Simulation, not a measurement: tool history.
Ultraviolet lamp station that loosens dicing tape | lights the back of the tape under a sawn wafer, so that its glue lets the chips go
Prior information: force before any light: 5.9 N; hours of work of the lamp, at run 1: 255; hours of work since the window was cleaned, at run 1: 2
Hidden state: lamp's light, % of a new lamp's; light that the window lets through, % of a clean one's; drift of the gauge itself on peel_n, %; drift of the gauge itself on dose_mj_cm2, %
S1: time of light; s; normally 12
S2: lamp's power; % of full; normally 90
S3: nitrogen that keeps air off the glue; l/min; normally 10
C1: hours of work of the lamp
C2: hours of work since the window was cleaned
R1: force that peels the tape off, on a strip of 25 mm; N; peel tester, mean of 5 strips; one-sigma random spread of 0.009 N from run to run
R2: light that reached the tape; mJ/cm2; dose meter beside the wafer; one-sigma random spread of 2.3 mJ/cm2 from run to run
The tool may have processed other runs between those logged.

run	day	S1	S2	S3	C1	C2	R1	R2
1	0	12	90	10	255	2	0.384	240
2	1.771	12	90	10	277	24	0.385	241
3	3.004	12	90	10	293	40	0.39	247
4	4.85	12	90	10	316	63	0.376	241
5	5.721	12	90	12	327	75	0.347	242
6	7.642	12	90	12	352	99	0.319	240
7	9.792	12	90	12	379	126	0.325	237
8	11.346	12	90	12	399	146	0.309	242
9	13.325	12	90	11	424	171	0.355	240
10	14.838	12	88	10	443	191	0.397	236
11	15.958	12	88	10	458	205	0.4	231
12	17.583	12	88	10	478	226	0.394	234
13	18.942	12	88	10	496	243	0.409	237
# day 19.467: window cleaned of glue's vapour
14	20.646	12	88	10	517	15	0.397	235
15	22.175	10	90	10	537	34	0.546	200
16	23.196	12	90	10	550	47	0.361	242
17	24.804	12	90	10	570	68	0.386	240
18	26.838	12	90	10	596	94	0.364	241
19	27.908	12	90	10	609	107	0.362	238
20	29.662	14	90	10	632	130	0.266	284
21	31.158	14	90	13	651	149	0.214	280
22	32.704	12	90	10	671	168	0.384	243
23	34.121	12	90	12	689	186	0.347	238
24	35.783	7	90	10	710	208	1.042	141
25	36.954	9	93	18	725	223	0.464	186
26	38.654	9	93	18	746	244	0.483	184
# day 39.025: window cleaned of glue's vapour
27	39.746	9	68	10	760	9	1.121	136
28	40.825	9	68	10	774	23	1.127	133
29	42.562	8	68	12	796	45	1.276	121
30	44.121	21	91	10	816	65	0.134	427
31	45.654	21	67	6	835	84	0.304	308
32	46.571	21	67	6	847	96	0.318	311
33	47.708	21	61	6	861	111	0.373	284
34	49.05	21	61	6	878	128	0.372	283
35	50.708	21	61	6	899	149	0.379	286
36	52.067	13	67	6	917	166	0.845	192
37	53.312	12	70	10	933	182	0.643	185

The next listed run, before its measurement:
38	55.129	12	92	7	956	205	?	?

{"run 38": {"R1": 0.467, "R2": 246}}
Take away the tool's hidden state, keep the run-to-run variation as it was, and the same run would have given R1 0.464 N, R2 247 mJ/cm2.
